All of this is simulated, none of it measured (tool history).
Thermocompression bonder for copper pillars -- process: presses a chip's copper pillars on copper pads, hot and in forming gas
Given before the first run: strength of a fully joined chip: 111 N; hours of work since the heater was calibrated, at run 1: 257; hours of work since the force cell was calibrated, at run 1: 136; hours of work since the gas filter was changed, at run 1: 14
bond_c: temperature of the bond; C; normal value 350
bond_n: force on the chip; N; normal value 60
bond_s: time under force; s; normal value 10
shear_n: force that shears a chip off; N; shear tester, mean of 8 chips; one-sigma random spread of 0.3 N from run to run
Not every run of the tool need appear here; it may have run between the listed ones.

run     day  bond_c  bond_n  bond_s  hours of work since the heater was calibrated  hours of work since the force cell was calibrated  hours of work since the gas filter was changed  shear_n
  1   0.000     350      60      10                                            257                                                136                                              14     42.8
  2   0.550     350      60      10                                            266                                                145                                              23     43.3
  3   1.067     350      60      10                                            275                                                154                                              32     43.8
  4   1.704     350      60      10                                            286                                                164                                              42     43.4
  5   2.271     350      60      10                                            295                                                174                                              52     43.6
  6   2.971     350      60      10                                            307                                                186                                              64     43.9
  7   3.567     345      60      10                                            317                                                196                                              74     41.9
  8   4.075     350      60      10                                            325                                                204                                              82     43.4
  9   4.425     350      60      10                                            331                                                210                                              88     43.8
 10   5.108     370      60      10                                            343                                                222                                              99     49.7
 11   5.712     350      60      10                                            353                                                232                                             110     43.0
 12   6.396     350      60      10                                            365                                                243                                             121     43.3
 13   7.050     350      60      10                                            376                                                254                                             132     43.3
      7.450  -- forming gas filter changed
 14   7.675     350      60      10                                            386                                                264                                               4     43.8
 15   8.188     350      60      10                                            394                                                273                                              12     43.6
 16   8.792     339      60      15                                            404                                                283                                              22     46.7
 17   9.346     339      60      15                                            414                                                292                                              32     46.7
 18   9.942     339      60      15                                            424                                                302                                              42     47.2
 19  10.379     339      60      15                                            431                                                310                                              49     46.7
 20  10.758     337      86       5                                            437                                                316                                              56     42.7
 21  11.246     337      86       5                                            446                                                324                                              64     42.1
 22  11.675     337      41      10                                            453                                                332                                              71     26.5
 23  12.283     350      41      10                                            463                                                342                                              81     29.4
 24  12.762     329      41      10                                            471                                                350                                              89     24.8
 25  13.188     371      60      10                                            478                                                357                                              96     50.3

Estimate the outcome of run 26 from the log above:
 26  13.521     350      44       8                                            484                                                363                                             102        ?

{"run 26": {"shear_n": 28.9}}
On a tool with no hidden condition, and with the same random variation, this run would have come out at shear_n 29.0 N.

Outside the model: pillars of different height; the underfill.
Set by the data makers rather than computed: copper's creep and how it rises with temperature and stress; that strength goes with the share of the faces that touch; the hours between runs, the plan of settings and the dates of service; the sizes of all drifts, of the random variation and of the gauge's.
